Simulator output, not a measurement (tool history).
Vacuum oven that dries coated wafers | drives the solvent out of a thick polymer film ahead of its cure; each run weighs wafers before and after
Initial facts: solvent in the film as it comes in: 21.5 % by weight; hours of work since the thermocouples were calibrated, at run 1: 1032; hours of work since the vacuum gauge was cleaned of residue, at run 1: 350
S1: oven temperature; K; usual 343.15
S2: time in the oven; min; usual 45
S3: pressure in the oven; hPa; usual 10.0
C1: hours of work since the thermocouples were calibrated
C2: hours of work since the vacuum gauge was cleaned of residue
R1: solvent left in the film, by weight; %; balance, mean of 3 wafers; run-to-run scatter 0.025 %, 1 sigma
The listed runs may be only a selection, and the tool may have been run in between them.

run	hour	S1	S2	S3	C1	C2	R1
1	0.0	343.15	45	10.0	1032	350	1.58
# hour 5.2: oven's thermocouples calibrated
2	18.3	343.15	45	10.0	8	360	1.91
3	29.3	343.15	45	10.0	15	367	1.92
4	37.3	343.15	45	10.0	20	372	1.93
5	53.4	343.15	45	10.0	30	382	1.89
6	68.6	343.15	45	39.1	40	391	3.70
7	85.9	343.15	45	10.0	50	402	1.87
8	98.5	331.15	36	31.5	58	410	8.21
9	107.8	349.15	28	26.7	64	416	3.17
10	119.2	349.15	28	26.7	71	423	3.14
11	130.8	349.15	28	26.7	78	430	3.14
12	147.5	349.15	28	26.7	89	441	3.20
13	155.2	348.15	39	7.7	94	445	1.41

3 options for the next run, each taken on its own from the tool as it stands now. Forecast them:
A	168.6	329.15	45	10.0	102	454	?
B	168.6	348.15	36	5.5	102	454	?
C	168.6	336.15	40	8.5	102	454	?

run	R1
A	5.89
B	1.45
C	4.04
What these runs would have given with no unlogged condition in the tool:
run	R1
A	5.68
B	1.35
C	3.87

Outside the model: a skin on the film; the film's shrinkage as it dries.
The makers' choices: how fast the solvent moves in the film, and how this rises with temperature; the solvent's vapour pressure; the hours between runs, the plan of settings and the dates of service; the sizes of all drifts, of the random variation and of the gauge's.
